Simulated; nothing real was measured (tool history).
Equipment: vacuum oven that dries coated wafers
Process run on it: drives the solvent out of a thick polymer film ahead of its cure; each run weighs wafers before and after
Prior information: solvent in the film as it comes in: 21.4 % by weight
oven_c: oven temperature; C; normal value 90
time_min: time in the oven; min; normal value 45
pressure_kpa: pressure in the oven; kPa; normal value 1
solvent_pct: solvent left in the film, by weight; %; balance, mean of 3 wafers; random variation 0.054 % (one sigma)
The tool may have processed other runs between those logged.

| run | hour | oven_c | time_min | pressure_kpa | solvent_pct |
|---|---|---|---|---|---|
| 1 | 0 | 90 | 45 | 1 | 2.11 |
| 2 | 89 | 90 | 45 | 1 | 2.06 |
| 3 | 163.9 | 80 | 45 | 1 | 4.28 |
| 4 | 211.5 | 80 | 45 | 0.52 | 3.73 |
| 5 | 280.1 | 80 | 45 | 0.52 | 3.71 |
| 6 | 321.7 | 80 | 45 | 0.52 | 3.79 |
| 7 | 377.9 | 90 | 45 | 1 | 2.08 |
| 8 | 442.7 | 80 | 45 | 1 | 4.31 |
| 9 | 491.6 | 90 | 45 | 1 | 2.08 |
| 10 | 566.6 | 90 | 45 | 2.36 | 3.06 |
| 11 | 649.2 | 90 | 45 | 2.36 | 3.06 |
| 12 | 688.9 | 90 | 45 | 1.23 | 2.26 |
| 13 | 761.5 | 90 | 45 | 1.23 | 2.27 |
| 14 | 807.3 | 90 | 45 | 1 | 2.04 |
| 15 | 884.4 | 100 | 45 | 1 | 0.85 |
| 16 | 968.3 | 100 | 45 | 1 | 0.94 |
| 17 | 1033.2 | 100 | 45 | 1 | 1.03 |
| 18 | 1108.9 | 90 | 48 | 1 | 1.85 |
| 19 | 1171.1 | 90 | 48 | 1 | 1.93 |
| 20 | 1259.2 | 90 | 25 | 1 | 4.79 |
| 21 | 1304.7 | 90 | 73 | 1 | 1.12 |
| 22 | 1357.1 | 79 | 33 | 1.21 | 6.33 |
| 23 | 1430.5 | 90 | 45 | 0.92 | 2.07 |
| 24 | 1498.3 | 83 | 31 | 1 | 5.47 |
| 25 | 1555.3 | 83 | 31 | 1 | 5.51 |
| 26 | 1604.4 | 89 | 31 | 1.67 | 4.54 |
| 27 | 1665.8 | 89 | 31 | 1.67 | 4.54 |
| 28 | 1725.8 | 79 | 37 | 0.6 | 5.32 |
| 29 | 1808.2 | 79 | 37 | 0.6 | 5.33 |
| 30 | 1880.1 | 84 | 41 | 1.42 | 4.14 |
| 31 | 1922.7 | 84 | 24 | 1.42 | 7.12 |
| 32 | 1980.5 | 84 | 24 | 1.42 | 7.2 |
| 33 | 2019.3 | 84 | 24 | 1.42 | 7.14 |
| 34 | 2100.5 | 84 | 24 | 1.42 | 7.15 |
| 35 | 2188.7 | 89 | 45 | 1 | 2.33 |
| 36 | 2234.6 | 77 | 42 | 1.53 | 5.95 |
| 37 | 2313.6 | 82 | 35 | 2.87 | 6.69 |
| 38 | 2385.2 | 82 | 35 | 2.87 | 6.6 |
| 39 | 2467.5 | 82 | 35 | 2.87 | 6.78 |
| 40 | 2541.2 | 79 | 37 | 2.87 | 7.34 |
| 41 | 2593.2 | 82 | 45 | 0.78 | 3.63 |
| 42 | 2678.7 | 94 | 24 | 0.57 | 3.85 |

Not shown here: 1 entry made in the log between runs. Locate each between two listed runs and compare the hidden state at the listed run before it with the hidden state at the listed run after it:
Logged between run 33 and run 34: oven's thermocouples calibrated (hour 2096.1)
  true wafer temperature over the reading, C: -0.07 -> 0

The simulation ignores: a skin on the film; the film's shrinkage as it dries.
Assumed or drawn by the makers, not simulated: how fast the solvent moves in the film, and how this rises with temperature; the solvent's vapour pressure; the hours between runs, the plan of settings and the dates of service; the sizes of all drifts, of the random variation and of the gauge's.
